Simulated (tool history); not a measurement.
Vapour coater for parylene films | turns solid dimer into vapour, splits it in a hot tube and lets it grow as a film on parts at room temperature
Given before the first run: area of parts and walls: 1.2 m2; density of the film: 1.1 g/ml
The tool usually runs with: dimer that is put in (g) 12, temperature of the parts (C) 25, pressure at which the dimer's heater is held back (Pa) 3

run,hour,dimer that is put in (g),temperature of the parts (C),pressure at which the dimer's heater is held back (Pa),thickness of the film (nm)
1,0,12,25,3,5720
2,25.8,12,25,9.48,4380
3,49,12,25,5.99,5020
4,64.6,12,25,5.99,4850
5,90.6,20,25,3,9570
6,105.6,12,25,3,5810
7,139.3,16,25,3,7730
# hour 142.6: table's thermometer calibrated
8,155.7,12,26,3,5520
9,182.6,12,25,6.82,4710
10,215.9,6,25,6.82,2360
11,239.1,7,25,6.82,2740
# hour 262.8: table's thermometer calibrated, once more
12,266.4,9,20,2.76,5470
13,293.2,9,17,2.61,6240
14,324.5,9,17,2.61,6230
15,342.2,12,21,11.11,4950
16,374.8,12,26,2.12,5700
17,391.1,11,26,2.16,5160

Below are 5 alternative next runs, each starting from the tool's condition after run 17. Predict each:
A,419.1,17,26,7.74,?
B,419.1,19,26,2.16,?
C,419.1,21,26,2.16,?
D,419.1,11,23,2.16,?
E,419.1,12,20,8.75,?

run,thickness of the film (nm)
A,5980
B,9020
C,9870
D,6040
E,5440
The same runs, with their run-to-run variation unchanged, on a tool lacking any hidden condition would have given:
run,thickness of the film (nm)
A,6490
B,9800
C,10720
D,6550
E,5910
